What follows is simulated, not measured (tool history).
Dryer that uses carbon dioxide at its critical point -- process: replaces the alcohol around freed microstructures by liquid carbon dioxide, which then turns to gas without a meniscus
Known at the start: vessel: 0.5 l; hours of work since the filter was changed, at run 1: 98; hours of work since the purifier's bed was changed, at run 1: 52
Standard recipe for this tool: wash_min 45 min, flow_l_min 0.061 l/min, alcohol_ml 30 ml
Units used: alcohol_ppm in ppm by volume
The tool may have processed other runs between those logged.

run,hour,wash_min,flow_l_min,alcohol_ml,hours of work since the filter was changed,hours of work since the purifier's bed was changed,alcohol_ppm
1,0,45,0.061,30,98,52,352
2,22.9,45,0.061,30,109,63,368
3,50.2,45,0.061,30,123,76,383
4,75.8,45,0.061,72,135,89,911
5,109.8,45,0.061,72,152,106,984
6,140.9,45,0.061,72,167,121,1011
7,175.3,45,0.061,72,184,138,1053
8,195.5,45,0.061,30,194,148,459
9,213.7,45,0.061,30,203,157,485
10,243.1,45,0.061,30,218,172,507
11,272.7,45,0.061,30,233,186,531
12,297.3,45,0.061,30,245,199,542
13,325.8,45,0.061,102,259,213,1863
14,356.2,45,0.061,30,274,228,597
15,377,45,0.061,30,284,238,620
16,401.7,57,0.061,35,296,250,253
# hour 427.2: inlet filter changed
17,439,53,0.0456,30,6,268,532
18,461.6,53,0.0456,30,17,279,544
19,485.6,53,0.0456,30,29,291,553
20,510,47,0.101,78,41,303,66
21,543.7,47,0.101,78,58,320,73
22,572.1,60,0.061,30,72,334,110
23,604.1,50,0.0442,30,87,350,932
24,635.4,63,0.0416,96,103,365,1338
25,660.2,62,0.0416,96,115,377,1514
26,675.3,28,0.0744,30,123,385,1324
27,705.5,28,0.0744,30,138,400,1404
28,722.5,68,0.0929,55,146,408,57
29,749,49,0.0576,33,159,421,452
30,783.9,31,0.061,23,176,438,1614

For some of the steps in alcohol_ppm from one run to the next: how much would appear even if the tool had no hidden state, given the settings, what came in and random variation, and how much remains for the hidden state plus any gauge scatter that the measured result and the result without hidden state don't share?
Hidden state present: flow that reaches the vessel past the clogged filter, %; alcohol in the recycled carbon dioxide, ppm; drift of the gauge itself on alcohol_ppm, %.
Run 12 -> 13: alcohol_ml 30 -> 102. alcohol_ppm +1321 ppm by volume: hidden state +694, all else +627.
Run 13 -> 14: alcohol_ml 102 -> 30. alcohol_ppm -1266 ppm by volume: hidden state -635, all else -631.
Run 27 -> 28: wash_min 28 -> 68, flow_l_min 0.0744 -> 0.0929, alcohol_ml 30 -> 55. alcohol_ppm -1347 ppm by volume: hidden state -348, all else -999.
